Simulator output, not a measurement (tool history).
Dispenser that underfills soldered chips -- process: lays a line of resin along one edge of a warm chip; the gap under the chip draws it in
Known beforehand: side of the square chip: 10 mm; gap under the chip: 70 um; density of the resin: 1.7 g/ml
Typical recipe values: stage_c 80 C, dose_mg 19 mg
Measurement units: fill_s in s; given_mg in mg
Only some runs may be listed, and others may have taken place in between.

run    day  stage_c  dose_mg  fill_s  given_mg
  1      0       80       19    49.1     18.68
     0.396  -- new syringe of resin
  2  0.488       80       19    45.1     18.55
  3  0.862       80       19    61.6     18.46
     1.012  -- new syringe of resin
  4  1.458       87       19    47.5     18.21
     1.625  -- new syringe of resin
  5    2.1       87       19    49.4     18.06
     2.212  -- new syringe of resin
  6  2.471       87       19    42.6     17.96
  7  2.771       80       19    67.5     17.98
     2.838  -- new syringe of resin
  8  3.179       80       19    55.6     17.82
     3.442  -- new syringe of resin
  9  3.488       80       19    42.5     17.88
     4.046  -- new syringe of resin
 10  4.138       80       19    44.3     17.67
     4.642  -- new syringe of resin
 11  4.675       84       19    38.2      17.5
 12  4.979       76       19    62.5     17.39
     5.279  -- new syringe of resin
 13  5.392       76       19    51.2     17.32
     5.858  -- new syringe of resin
 14  5.933       91     19.2    31.9     17.52
 15  6.304       91     19.2    43.4     17.33
     6.471  -- new syringe of resin
 16  6.717       70     17.9    69.9     16.05
         7  -- dispensing valve cleaned and set on the balance
 17  7.042       90     16.7    48.1     16.52
     7.112  -- new syringe of resin
 18  7.379       69     16.5    71.9     16.43
     7.733  -- new syringe of resin
 19  7.804       69     16.5    62.9     16.32

Alternative continuations, all from the tool just after run 19; predict every row:
  A  8.108       67       19       ?         ?
  B  8.108       69       19       ?         ?
  C  8.108       75       19       ?         ?

run  fill_s  given_mg
  A    85.2     18.62
  B    78.5     18.69
  C    65.4     18.64
Take away the tool's hidden state, keep each run's random variation, and the runs would have read:
run  fill_s  given_mg
  A    63.9     18.92
  B      59     18.99
  C    48.9     18.94
